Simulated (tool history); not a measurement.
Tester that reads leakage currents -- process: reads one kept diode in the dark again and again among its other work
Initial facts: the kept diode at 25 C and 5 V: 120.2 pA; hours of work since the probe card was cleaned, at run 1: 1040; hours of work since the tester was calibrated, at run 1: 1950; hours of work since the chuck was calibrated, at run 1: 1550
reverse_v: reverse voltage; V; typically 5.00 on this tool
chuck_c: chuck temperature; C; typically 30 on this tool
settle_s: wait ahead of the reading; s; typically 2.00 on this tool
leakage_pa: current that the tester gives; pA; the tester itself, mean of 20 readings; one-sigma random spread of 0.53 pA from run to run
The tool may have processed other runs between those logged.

run	hour	reverse_v	chuck_c	settle_s	hours of work since the probe card was cleaned	hours of work since the tester was calibrated	hours of work since the chuck was calibrated	leakage_pa
1	0.0	5.00	30	2.00	1040	1950	1550	176.67
2	60.1	5.00	30	0.48	1086	1995	1595	178.48
3	136.6	5.00	30	0.48	1143	2052	1652	179.00
# hour 181.1: chuck's temperature calibrated
4	221.8	5.00	30	4.24	1206	2115	31	176.39
5	290.1	5.00	30	4.24	1257	2166	82	175.64
6	370.1	5.00	30	2.00	1317	2227	142	176.37
7	454.2	5.00	30	2.00	1381	2290	205	176.71
8	538.3	5.00	30	2.00	1444	2353	269	176.76
9	658.8	5.00	30	2.00	1534	2444	359	176.63
10	740.6	5.00	53	2.00	1596	2505	421	867.27
11	831.8	5.00	30	2.00	1665	2574	490	177.34
12	885.1	5.00	30	2.00	1705	2614	530	176.64
13	940.5	5.00	30	2.00	1746	2656	571	176.06
14	1055.1	7.21	27	2.49	1833	2742	658	158.90
15	1144.8	7.21	27	0.41	1900	2810	725	162.26
16	1218.5	7.21	27	0.41	1956	2865	781	163.06
17	1310.9	7.21	27	0.41	2025	2935	850	162.23
# hour 1351.6: tester calibrated
18	1440.4	2.84	35	0.55	2121	67	946	210.17
19	1561.1	9.66	34	2.31	2212	158	1037	296.01
20	1639.2	2.07	34	1.70	2271	216	1096	175.11
21	1762.4	2.07	32	1.70	2363	309	1188	151.79
22	1819.2	2.07	47	1.70	2406	352	1231	433.34
23	1897.2	1.89	38	6.60	2465	411	1290	224.96

Across each entry between runs, compare the hidden state at the last listed run before it with the hidden state at the first listed run after it:
Run 3 -> run 4: chuck's temperature calibrated (hour 181.1)
  true chuck temperature over the reading, C: 0.02 -> 0
Run 17 -> run 18: tester calibrated (hour 1351.6)
  current scale over the true one, %: 0.01 -> 0

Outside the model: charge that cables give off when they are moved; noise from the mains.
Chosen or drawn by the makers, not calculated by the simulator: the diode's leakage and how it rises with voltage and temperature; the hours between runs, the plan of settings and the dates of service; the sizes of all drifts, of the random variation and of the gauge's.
